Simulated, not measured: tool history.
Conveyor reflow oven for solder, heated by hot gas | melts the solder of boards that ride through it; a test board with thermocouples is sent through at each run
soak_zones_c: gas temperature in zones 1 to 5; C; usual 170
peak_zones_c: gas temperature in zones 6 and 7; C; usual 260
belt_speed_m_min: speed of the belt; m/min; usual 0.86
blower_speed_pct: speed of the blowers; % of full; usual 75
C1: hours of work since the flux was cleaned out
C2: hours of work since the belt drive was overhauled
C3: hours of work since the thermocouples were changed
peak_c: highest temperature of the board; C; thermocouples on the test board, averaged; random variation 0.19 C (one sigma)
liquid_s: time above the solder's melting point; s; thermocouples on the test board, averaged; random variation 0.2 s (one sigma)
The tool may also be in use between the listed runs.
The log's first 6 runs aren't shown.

run 7 day=3.292 | soak_zones_c=174 peak_zones_c=260 belt_speed_m_min=0.86 blower_speed_pct=75 | C1=301 C2=527 C3=1131 | peak_c=246.5 liquid_s=38.4
run 8 day=3.617 | soak_zones_c=174 peak_zones_c=260 belt_speed_m_min=0.86 blower_speed_pct=75 | C1=306 C2=533 C3=1137 | peak_c=246.4 liquid_s=38.4
run 9 day=4.258 | soak_zones_c=170 peak_zones_c=260 belt_speed_m_min=0.86 blower_speed_pct=67 | C1=318 C2=544 C3=1148 | peak_c=244.4 liquid_s=35.4
-- day=4.467 belt drive overhauled, speed set with a stopwatch
run 10 day=4.754 | soak_zones_c=170 peak_zones_c=260 belt_speed_m_min=0.86 blower_speed_pct=67 | C1=324 C2=5 C3=1154 | peak_c=244.4 liquid_s=35.7
-- day=5.225 thermocouples of zones 6 and 7 changed
-- day=5.708 belt drive overhauled, speed set with a stopwatch, once more
run 11 day=5.708 | soak_zones_c=170 peak_zones_c=260 belt_speed_m_min=0.86 blower_speed_pct=78 | C1=336 C2=0 C3=6 | peak_c=241.8 liquid_s=33.5
run 12 day=6.129 | soak_zones_c=170 peak_zones_c=260 belt_speed_m_min=0.86 blower_speed_pct=78 | C1=344 C2=8 C3=13 | peak_c=241.6 liquid_s=33.7
run 13 day=6.592 | soak_zones_c=170 peak_zones_c=260 belt_speed_m_min=0.86 blower_speed_pct=75 | C1=352 C2=16 C3=21 | peak_c=241.8 liquid_s=33
run 14 day=7.271 | soak_zones_c=170 peak_zones_c=260 belt_speed_m_min=0.86 blower_speed_pct=75 | C1=364 C2=28 C3=33 | peak_c=241.2 liquid_s=33
run 15 day=7.933 | soak_zones_c=170 peak_zones_c=271 belt_speed_m_min=0.86 blower_speed_pct=75 | C1=376 C2=40 C3=45 | peak_c=250.4 liquid_s=38.9
run 16 day=8.312 | soak_zones_c=170 peak_zones_c=260 belt_speed_m_min=0.899 blower_speed_pct=75 | C1=383 C2=46 C3=52 | peak_c=239.7 liquid_s=30.2
run 17 day=8.979 | soak_zones_c=173 peak_zones_c=260 belt_speed_m_min=0.919 blower_speed_pct=90 | C1=394 C2=58 C3=64 | peak_c=241.4 liquid_s=31.8
run 18 day=9.633 | soak_zones_c=182 peak_zones_c=260 belt_speed_m_min=0.86 blower_speed_pct=75 | C1=406 C2=70 C3=75 | peak_c=243.7 liquid_s=38.1
run 19 day=10.033 | soak_zones_c=167 peak_zones_c=264 belt_speed_m_min=0.86 blower_speed_pct=79 | C1=413 C2=77 C3=83 | peak_c=244.4 liquid_s=34.6
run 20 day=10.325 | soak_zones_c=167 peak_zones_c=264 belt_speed_m_min=0.86 blower_speed_pct=79 | C1=418 C2=82 C3=88 | peak_c=244.3 liquid_s=34.3
run 21 day=10.8 | soak_zones_c=167 peak_zones_c=264 belt_speed_m_min=0.86 blower_speed_pct=79 | C1=427 C2=91 C3=96 | peak_c=244.1 liquid_s=34.1
run 22 day=11.321 | soak_zones_c=167 peak_zones_c=264 belt_speed_m_min=0.86 blower_speed_pct=79 | C1=436 C2=100 C3=105 | peak_c=244.2 liquid_s=34.4
run 23 day=11.621 | soak_zones_c=167 peak_zones_c=264 belt_speed_m_min=0.86 blower_speed_pct=79 | C1=441 C2=105 C3=111 | peak_c=244.1 liquid_s=34.5
run 24 day=12.292 | soak_zones_c=170 peak_zones_c=260 belt_speed_m_min=0.825 blower_speed_pct=75 | C1=453 C2=117 C3=123 | peak_c=242.1 liquid_s=35.3
run 25 day=12.812 | soak_zones_c=173 peak_zones_c=270 belt_speed_m_min=0.882 blower_speed_pct=75 | C1=463 C2=126 C3=132 | peak_c=248.7 liquid_s=37.5
run 26 day=13.271 | soak_zones_c=177 peak_zones_c=253 belt_speed_m_min=0.944 blower_speed_pct=86 | C1=471 C2=135 C3=140 | peak_c=235.1 liquid_s=26.3
run 27 day=13.775 | soak_zones_c=177 peak_zones_c=258 belt_speed_m_min=0.944 blower_speed_pct=60 | C1=480 C2=144 C3=149 | peak_c=234.9 liquid_s=25.1
-- day=14.546 flux residue cleaned out of gas plates and filters
run 28 day=14.662 | soak_zones_c=155 peak_zones_c=263 belt_speed_m_min=0.754 blower_speed_pct=55 | C1=2 C2=156 C3=161 | peak_c=245.3 liquid_s=38.2
run 29 day=15.271 | soak_zones_c=170 peak_zones_c=274 belt_speed_m_min=0.985 blower_speed_pct=75 | C1=13 C2=166 C3=172 | peak_c=251.9 liquid_s=34.8
run 30 day=15.867 | soak_zones_c=157 peak_zones_c=272 belt_speed_m_min=0.79 blower_speed_pct=89 | C1=23 C2=177 C3=183 | peak_c=258 liquid_s=44.7

3 ways to go on from here, each from the tool as it stands after run 30. What would each give?
run A day=16.196 | soak_zones_c=157 peak_zones_c=253 belt_speed_m_min=0.79 blower_speed_pct=89 | C1=29 C2=183 C3=188 | peak_c=? liquid_s=?
run B day=16.196 | soak_zones_c=157 peak_zones_c=272 belt_speed_m_min=0.79 blower_speed_pct=64 | C1=29 C2=183 C3=188 | peak_c=? liquid_s=?
run C day=16.196 | soak_zones_c=170 peak_zones_c=273 belt_speed_m_min=0.86 blower_speed_pct=75 | C1=29 C2=183 C3=188 | peak_c=? liquid_s=?

run=A peak_c=240.6 liquid_s=35.1
run=B peak_c=253.9 liquid_s=42.2
run=C peak_c=255.8 liquid_s=42.3
Without the tool's hidden state the same runs would have given:
run=A peak_c=240.2 liquid_s=35
run=B peak_c=253.6 liquid_s=42.1
run=C peak_c=255.5 liquid_s=42.3

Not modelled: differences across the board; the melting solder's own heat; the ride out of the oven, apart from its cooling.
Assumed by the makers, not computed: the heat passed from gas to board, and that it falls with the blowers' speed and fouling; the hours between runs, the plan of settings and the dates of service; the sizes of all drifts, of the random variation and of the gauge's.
